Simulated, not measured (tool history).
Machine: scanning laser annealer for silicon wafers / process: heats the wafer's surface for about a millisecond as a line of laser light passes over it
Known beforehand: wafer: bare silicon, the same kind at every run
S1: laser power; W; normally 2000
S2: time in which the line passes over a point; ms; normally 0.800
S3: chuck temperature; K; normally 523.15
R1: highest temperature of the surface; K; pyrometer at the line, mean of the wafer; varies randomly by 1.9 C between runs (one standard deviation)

run,day,S1,S2,S3,R1
1,0.000,2000,0.800,523.15,1346.15
2,2.167,2000,0.746,523.15,1313.15
3,4.825,2000,0.800,523.15,1347.15
4,7.079,2000,0.800,523.15,1342.15
5,8.808,2000,0.572,523.15,1201.15
6,10.621,2000,0.800,559.15,1376.15
7,13.171,2000,0.800,487.15,1306.15
# day 13.854: optics aligned, line set to its width
8,15.608,2000,0.569,523.15,1196.15
9,17.667,2000,0.800,523.15,1341.15
10,19.075,2000,0.800,523.15,1340.15
11,21.483,2000,0.800,523.15,1341.15
12,23.238,2000,0.800,523.15,1336.15
# day 25.825: window over the wafer cleaned
13,25.983,2000,0.800,523.15,1369.15
14,29.121,1759,0.743,537.15,1250.15
15,31.121,1862,0.863,511.15,1331.15
16,32.696,1923,0.683,548.15,1288.15
17,34.450,1910,0.817,562.15,1376.15
18,37.446,1910,0.817,562.15,1373.15
19,39.112,1960,0.678,555.15,1301.15
20,40.546,1960,0.678,555.15,1299.15
21,43.212,1960,0.671,498.15,1239.15
22,45.596,1960,0.671,498.15,1235.15

4 ways to go on from here, each from the tool as it stands after run 22. What would each give?
A,47.033,2011,0.701,540.15,?
B,47.033,1960,0.679,494.15,?
C,47.033,1960,0.937,498.15,?
D,47.033,1932,0.671,528.15,?

run,R1
A,1314.15
B,1234.15
C,1394.15
D,1256.15
What these runs would have given with no unlogged condition in the tool:
run,R1
A,1324.15
B,1244.15
C,1404.15
D,1265.15
